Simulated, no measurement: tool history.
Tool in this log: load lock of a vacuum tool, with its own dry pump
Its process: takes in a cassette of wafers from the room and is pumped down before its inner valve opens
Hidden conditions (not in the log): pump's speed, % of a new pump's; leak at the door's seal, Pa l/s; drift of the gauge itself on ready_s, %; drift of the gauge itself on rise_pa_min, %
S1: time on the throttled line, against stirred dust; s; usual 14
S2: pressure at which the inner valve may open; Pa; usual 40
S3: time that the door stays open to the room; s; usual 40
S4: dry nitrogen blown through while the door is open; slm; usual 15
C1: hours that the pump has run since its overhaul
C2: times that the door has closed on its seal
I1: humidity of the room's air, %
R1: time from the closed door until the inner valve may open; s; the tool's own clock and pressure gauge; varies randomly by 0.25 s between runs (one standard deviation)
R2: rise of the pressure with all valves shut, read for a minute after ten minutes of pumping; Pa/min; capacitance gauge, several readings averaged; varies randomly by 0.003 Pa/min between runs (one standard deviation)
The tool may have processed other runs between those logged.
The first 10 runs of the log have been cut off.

run 11 hour=938.9 | S1=14 S2=40 S3=40 S4=14 | C1=7395 C2=4731 | I1=43.8 | R1=24.6 R2=0.083
run 12 hour=1003.6 | S1=14 S2=40 S3=40 S4=14 | C1=7459 C2=4879 | I1=46.6 | R1=24.8 R2=0.082
run 13 hour=1113.2 | S1=14 S2=40 S3=40 S4=14 | C1=7569 C2=5128 | I1=44.4 | R1=24.6 R2=0.084
run 14 hour=1213.6 | S1=14 S2=40 S3=40 S4=7 | C1=7669 C2=5357 | I1=46.2 | R1=24.4 R2=0.088
run 15 hour=1287.6 | S1=14 S2=40 S3=40 S4=15 | C1=7743 C2=5526 | I1=45.1 | R1=24.9 R2=0.089
run 16 hour=1339.8 | S1=14 S2=40 S3=40 S4=15 | C1=7796 C2=5645 | I1=44.0 | R1=24.8 R2=0.086
run 17 hour=1412.4 | S1=14 S2=40 S3=40 S4=15 | C1=7868 C2=5810 | I1=45.5 | R1=24.9 R2=0.090
run 18 hour=1462.9 | S1=14 S2=40 S3=40 S4=15 | C1=7919 C2=5926 | I1=40.7 | R1=25.1 R2=0.088
run 19 hour=1521.4 | S1=14 S2=40 S3=40 S4=15 | C1=7977 C2=6059 | I1=46.7 | R1=24.7 R2=0.091
run 20 hour=1599.8 | S1=21 S2=37 S3=137 S4=8 | C1=8056 C2=6238 | I1=44.4 | R1=30.9 R2=0.135
run 21 hour=1686.6 | S1=21 S2=37 S3=137 S4=8 | C1=8142 C2=6436 | I1=44.7 | R1=30.8 R2=0.141
run 22 hour=1772.7 | S1=14 S2=40 S3=64 S4=15 | C1=8229 C2=6632 | I1=43.8 | R1=24.9 R2=0.103
run 23 hour=1859.6 | S1=14 S2=40 S3=78 S4=15 | C1=8315 C2=6830 | I1=46.3 | R1=24.6 R2=0.114
run 24 hour=1961.2 | S1=14 S2=40 S3=78 S4=15 | C1=8417 C2=7062 | I1=48.4 | R1=24.8 R2=0.119
run 25 hour=2012.4 | S1=14 S2=45 S3=29 S4=15 | C1=8468 C2=7179 | I1=44.0 | R1=24.3 R2=0.097
run 26 hour=2108.6 | S1=16 S2=40 S3=40 S4=15 | C1=8564 C2=7398 | I1=42.6 | R1=26.3 R2=0.095
run 27 hour=2172.0 | S1=24 S2=31 S3=40 S4=33 | C1=8628 C2=7542 | I1=40.9 | R1=34.2 R2=0.094
run 28 hour=2274.9 | S1=24 S2=31 S3=40 S4=33 | C1=8731 C2=7777 | I1=43.7 | R1=33.7 R2=0.100
run 29 hour=2338.9 | S1=14 S2=40 S3=40 S4=15 | C1=8795 C2=7923 | I1=47.4 | R1=24.7 R2=0.113
run 30 hour=2455.1 | S1=14 S2=40 S3=40 S4=15 | C1=8911 C2=8188 | I1=45.8 | R1=24.8 R2=0.115
run 31 hour=2504.9 | S1=10 S2=40 S3=40 S4=14 | C1=8961 C2=8301 | I1=45.5 | R1=21.3 R2=0.115
run 32 hour=2584.5 | S1=10 S2=44 S3=40 S4=4 | C1=9040 C2=8483 | I1=47.3 | R1=21.0 R2=0.127
run 33 hour=2645.4 | S1=8 S2=40 S3=163 S4=14 | C1=9101 C2=8622 | I1=42.7 | R1=20.3 R2=0.163
run 34 hour=2736.4 | S1=21 S2=40 S3=130 S4=15 | C1=9192 C2=8829 | I1=46.4 | R1=30.2 R2=0.155
run 35 hour=2848.3 | S1=16 S2=40 S3=98 S4=15 | C1=9304 C2=9084 | I1=46.5 | R1=26.4 R2=0.142

Expected results for the next run?
run 36 hour=2930.2 | S1=16 S2=40 S3=98 S4=15 | C1=9386 C2=9271 | I1=44.5 | R1=? R2=?

{"run 36": {"R1": 26.9, "R2": 0.146}}
Minus the tool's unlogged condition, the same run would have read R1 26.1 s, R2 0.062 Pa/min.

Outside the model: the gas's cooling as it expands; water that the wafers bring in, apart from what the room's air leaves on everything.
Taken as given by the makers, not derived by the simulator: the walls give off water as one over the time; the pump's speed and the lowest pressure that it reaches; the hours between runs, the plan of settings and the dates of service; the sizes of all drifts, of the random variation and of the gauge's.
